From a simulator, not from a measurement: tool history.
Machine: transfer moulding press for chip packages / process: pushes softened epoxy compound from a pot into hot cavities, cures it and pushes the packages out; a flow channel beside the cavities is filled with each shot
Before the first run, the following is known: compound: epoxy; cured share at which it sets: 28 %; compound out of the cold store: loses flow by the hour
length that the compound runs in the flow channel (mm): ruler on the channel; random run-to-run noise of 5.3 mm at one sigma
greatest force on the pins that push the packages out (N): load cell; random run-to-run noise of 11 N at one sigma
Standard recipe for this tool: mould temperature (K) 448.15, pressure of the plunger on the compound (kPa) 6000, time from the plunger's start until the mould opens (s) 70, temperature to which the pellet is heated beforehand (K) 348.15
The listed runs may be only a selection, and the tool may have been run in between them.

run,hour,mould temperature (K),pressure of the plunger on the compound (kPa),time from the plunger's start until the mould opens (s),temperature to which the pellet is heated beforehand (K),incoming compound's hours out of the cold store,length that the compound runs in the flow channel (mm),greatest force on the pins that push the packages out (N)
1,0.0,448.15,6000,70,348.15,17.7,544,499
2,12.5,448.15,6000,70,348.15,22.3,534,459
3,27.8,448.15,6000,70,346.15,43.3,516,464
# hour 35.7: cavities cleaned with cleaning compound and waxed
4,40.5,448.15,6000,80,348.15,36.8,513,336
5,62.4,448.15,6170,70,348.15,19.5,545,491
6,83.5,448.15,6170,70,348.15,22.7,536,482
7,93.6,448.15,6170,70,348.15,25.9,537,481
# hour 100.3: cavities cleaned with cleaning compound and waxed
8,115.5,453.15,6170,70,348.15,46.7,498,324
9,133.3,453.15,6170,70,348.15,33.8,520,345
10,146.7,453.15,6170,70,348.15,24.8,532,328
11,159.7,453.15,6170,70,348.15,42.4,509,334
# hour 164.7: cavities cleaned with cleaning compound and waxed
12,170.3,453.15,7190,70,348.15,15.5,590,338
13,188.7,448.15,6000,70,348.15,9.9,542,504
14,210.4,448.15,6000,70,348.15,34.0,517,466
15,219.5,448.15,6000,70,348.15,35.0,521,464
# hour 229.2: cavities cleaned with cleaning compound and waxed
16,231.2,448.15,6000,70,348.15,14.9,545,498
17,248.6,442.15,5440,72,342.15,42.6,500,692
18,262.7,452.15,5760,58,357.15,20.7,515,612
19,276.5,452.15,5760,58,357.15,43.5,480,577
20,290.5,448.15,6000,70,344.15,24.2,536,506
# hour 294.0: cavities cleaned with cleaning compound and waxed
21,307.6,446.15,6000,54,348.15,33.0,527,999
22,325.7,446.15,6000,54,348.15,23.3,539,1002
# hour 329.3: plunger's sealing rings changed
23,337.3,448.15,6290,70,338.15,19.2,564,510
24,356.4,448.15,4820,70,339.15,42.0,461,468
# hour 360.7: cavities cleaned with cleaning compound and waxed
25,376.5,448.15,4820,70,339.15,39.5,464,487
26,387.1,448.15,5230,70,355.15,26.5,493,449
27,396.3,451.15,5960,70,343.15,42.7,505,377
28,412.0,443.15,5090,70,348.15,16.6,509,709
# hour 424.9: cavities cleaned with cleaning compound and waxed
29,429.7,443.15,5090,99,348.15,44.4,476,299

Consider 3 possible next runs. They are alternatives, not a sequence: every one starts from the tool as it was left by run 29. What does each give?
A,439.0,443.15,5330,99,348.15,46.1,?,?
B,439.0,449.15,6580,99,352.15,10.9,?,?
C,439.0,450.15,6460,70,352.15,8.8,?,?

run,length that the compound runs in the flow channel (mm),greatest force on the pins that push the packages out (N)
A,484,284
B,569,245
C,582,422
What these runs would have given with no unlogged condition in the tool:
run,length that the compound runs in the flow channel (mm),greatest force on the pins that push the packages out (N)
A,485,283
B,570,244
C,582,422

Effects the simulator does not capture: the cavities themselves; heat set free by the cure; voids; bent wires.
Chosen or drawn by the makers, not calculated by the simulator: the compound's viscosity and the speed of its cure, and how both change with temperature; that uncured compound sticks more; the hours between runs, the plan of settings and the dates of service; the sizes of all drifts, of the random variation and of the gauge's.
